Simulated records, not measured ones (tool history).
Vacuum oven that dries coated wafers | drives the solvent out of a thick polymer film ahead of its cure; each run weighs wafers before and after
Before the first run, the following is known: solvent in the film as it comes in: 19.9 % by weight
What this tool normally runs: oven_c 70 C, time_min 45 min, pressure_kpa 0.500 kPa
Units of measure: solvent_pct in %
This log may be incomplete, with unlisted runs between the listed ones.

run   hour  oven_c  time_min  pressure_kpa  solvent_pct
  1    0.0      70        45         0.500         3.19
  2   14.0      70        45         0.500         3.18
  3   29.2      70        45         0.500         3.01
  4   40.5      72        45         0.500         2.49
  5   63.4      72        45         0.500         2.39
  6   74.2      72        45         0.500         2.44
  7   88.7      70        36         0.500         4.34
  8  111.2      70        36         0.500         4.27
  9  132.3      70        36         0.500         4.30
 10  155.2      70        70         0.500         1.27
 11  169.4      70        70         0.500         1.37
 12  190.1      70        70         0.500         1.28
 13  205.9      70        70         0.500         1.34
 14  217.8      56        45         0.500         9.04
 15  240.4      56        45         0.500         9.21
 16  258.2      56        45         0.500         9.10
 17  271.7      70        45         0.500         3.05
 18  283.1      70        45         0.500         3.12
 19  299.7      70        27         0.500         5.83
 20  318.8      70        27         0.500         5.74
 21  335.3      70        27         0.500         5.79
 22  349.3      70        27         0.500         5.86
 23  371.0      70        45         0.500         3.07
 24  391.6      70        45         0.500         3.07
 25  405.0      70        73         0.360         1.12
 26  422.8      70        37         1.125         4.19
 27  433.9      65        50         1.485         4.69
     437.3  -- vacuum gauge cleaned of residue and calibrated
 28  457.3      65        50         1.485         4.65
 29  475.5      70        31         0.260         5.00
 30  488.9      76        31         0.500         2.70

What does the tool deliver on the next run?
 31  501.4      79        46         0.500            ?

solvent_pct: 0.67 %
Were there no unlogged condition in the tool, this run, its random variation unchanged, would have produced solvent_pct 0.65 %.
